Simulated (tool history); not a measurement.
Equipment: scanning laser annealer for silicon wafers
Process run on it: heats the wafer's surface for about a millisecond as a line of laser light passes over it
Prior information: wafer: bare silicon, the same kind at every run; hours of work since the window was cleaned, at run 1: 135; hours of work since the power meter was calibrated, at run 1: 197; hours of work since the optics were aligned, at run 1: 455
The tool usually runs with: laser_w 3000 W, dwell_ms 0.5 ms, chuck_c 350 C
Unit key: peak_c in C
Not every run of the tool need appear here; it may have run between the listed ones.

run   hour  laser_w  dwell_ms  chuck_c  hours of work since the window was cleaned  hours of work since the power meter was calibrated  hours of work since the optics were aligned  peak_c
  1      0     3000       0.5      350                                         135                                                 197                                          455    1115
  2   10.6     3000       0.5      350                                         141                                                 203                                          462    1113
  3   25.9     3000       0.5      350                                         150                                                 213                                          471    1108
  4   48.6     3000       0.5      350                                         164                                                 227                                          485    1111
  5   72.7     3000       0.5      350                                         179                                                 242                                          500    1108
  6   95.7     3000       0.5      350                                         193                                                 256                                          514    1110
  7  114.4     3000     0.606      376                                         205                                                 267                                          525    1197
  8  131.2     2581     0.381      333                                         215                                                 277                                          536     881
  9  152.4     2626     0.492      350                                         228                                                 290                                          549     978
 10  175.1     2774     0.579      381                                         242                                                 304                                          562    1106
 11  185.4     2774     0.579      381                                         248                                                 311                                          569    1104
 12  195.5     3196     0.579      381                                         254                                                 317                                          575    1247

Here are 4 independent what-if runs from the current tool condition. What would each one return?
  A  214.7     2888     0.374      365                                         266                                                 328                                          587       ?
  B  214.7     3186     0.372      350                                         266                                                 328                                          587       ?
  C  214.7     3000       0.5      370                                         266                                                 328                                          587       ?
  D  214.7     3130     0.436      350                                         266                                                 328                                          587       ?

run  peak_c
  A     992
  B    1059
  C    1116
  D    1091
The same runs, with their run-to-run variation unchanged, on a tool lacking any hidden condition would have given:
run  peak_c
  A    1035
  B    1108
  C    1167
  D    1142

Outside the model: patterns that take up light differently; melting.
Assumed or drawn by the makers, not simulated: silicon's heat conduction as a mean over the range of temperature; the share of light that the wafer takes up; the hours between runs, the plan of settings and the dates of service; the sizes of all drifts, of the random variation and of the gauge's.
